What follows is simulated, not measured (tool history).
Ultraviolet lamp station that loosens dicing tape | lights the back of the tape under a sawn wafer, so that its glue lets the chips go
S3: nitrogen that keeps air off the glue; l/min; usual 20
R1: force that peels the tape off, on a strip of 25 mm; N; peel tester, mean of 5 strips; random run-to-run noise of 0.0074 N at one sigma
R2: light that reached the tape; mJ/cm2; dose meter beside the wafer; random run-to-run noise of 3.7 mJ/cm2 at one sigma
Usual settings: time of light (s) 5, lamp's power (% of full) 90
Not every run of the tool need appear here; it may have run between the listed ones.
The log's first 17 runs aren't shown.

{"run": 18, "hour": 426.3, "time of light (s)": 10, "lamp's power (% of full)": 62, "S3": 24, "R1": 0.211, "R2": 656}
{"run": 19, "hour": 457.7, "time of light (s)": 3, "lamp's power (% of full)": 68, "S3": 14, "R1": 2.951, "R2": 212}
{"run": 20, "hour": 487.9, "time of light (s)": 3, "lamp's power (% of full)": 68, "S3": 14, "R1": 2.943, "R2": 208}
{"run": 21, "hour": 505.5, "time of light (s)": 9, "lamp's power (% of full)": 68, "S3": 28, "R1": 0.224, "R2": 625}
{"run": 22, "hour": 530.2, "time of light (s)": 9, "lamp's power (% of full)": 90, "S3": 6, "R1": 0.384, "R2": 817}
{"run": 23, "hour": 558.6, "time of light (s)": 2, "lamp's power (% of full)": 91, "S3": 14, "R1": 3.439, "R2": 181}
{"run": 24, "hour": 584.1, "time of light (s)": 2, "lamp's power (% of full)": 91, "S3": 14, "R1": 3.504, "R2": 182}
{"run": 25, "hour": 611.9, "time of light (s)": 5, "lamp's power (% of full)": 96, "S3": 20, "R1": 0.544, "R2": 464}
{"run": 26, "hour": 641.6, "time of light (s)": 5, "lamp's power (% of full)": 96, "S3": 36, "R1": 0.374, "R2": 462}
{"run": 27, "hour": 662.8, "time of light (s)": 5, "lamp's power (% of full)": 61, "S3": 6, "R1": 2.855, "R2": 290}
{"run": 28, "hour": 687.3, "time of light (s)": 5, "lamp's power (% of full)": 61, "S3": 6, "R1": 2.929, "R2": 283}
{"run": 29, "hour": 718.9, "time of light (s)": 5, "lamp's power (% of full)": 77, "S3": 9, "R1": 1.687, "R2": 359}
{"run": 30, "hour": 743.5, "time of light (s)": 5, "lamp's power (% of full)": 71, "S3": 9, "R1": 2.036, "R2": 320}
{"run": 31, "hour": 765.8, "time of light (s)": 5, "lamp's power (% of full)": 90, "S3": 21, "R1": 0.739, "R2": 401}
{"run": 32, "hour": 780.0, "time of light (s)": 9, "lamp's power (% of full)": 84, "S3": 28, "R1": 0.21, "R2": 672}
{"run": 33, "hour": 806.5, "time of light (s)": 5, "lamp's power (% of full)": 66, "S3": 17, "R1": 1.539, "R2": 284}

Predict each of these 3 candidate next runs independently; none follows another, all start after run 33:
{"run": "A", "hour": 826.9, "time of light (s)": 5, "lamp's power (% of full)": 66, "S3": 29, "R1": "?", "R2": "?"}
{"run": "B", "hour": 826.9, "time of light (s)": 5, "lamp's power (% of full)": 62, "S3": 20, "R1": "?", "R2": "?"}
{"run": "C", "hour": 826.9, "time of light (s)": 2, "lamp's power (% of full)": 67, "S3": 7, "R1": "?", "R2": "?"}

run=A R1=1.238 R2=284
run=B R1=1.727 R2=269
run=C R1=6.227 R2=118
Stripped of hidden state, with their random variation kept, the same runs would have yielded:
run=A R1=0.426 R2=454
run=B R1=0.652 R2=430
run=C R1=4.481 R2=187

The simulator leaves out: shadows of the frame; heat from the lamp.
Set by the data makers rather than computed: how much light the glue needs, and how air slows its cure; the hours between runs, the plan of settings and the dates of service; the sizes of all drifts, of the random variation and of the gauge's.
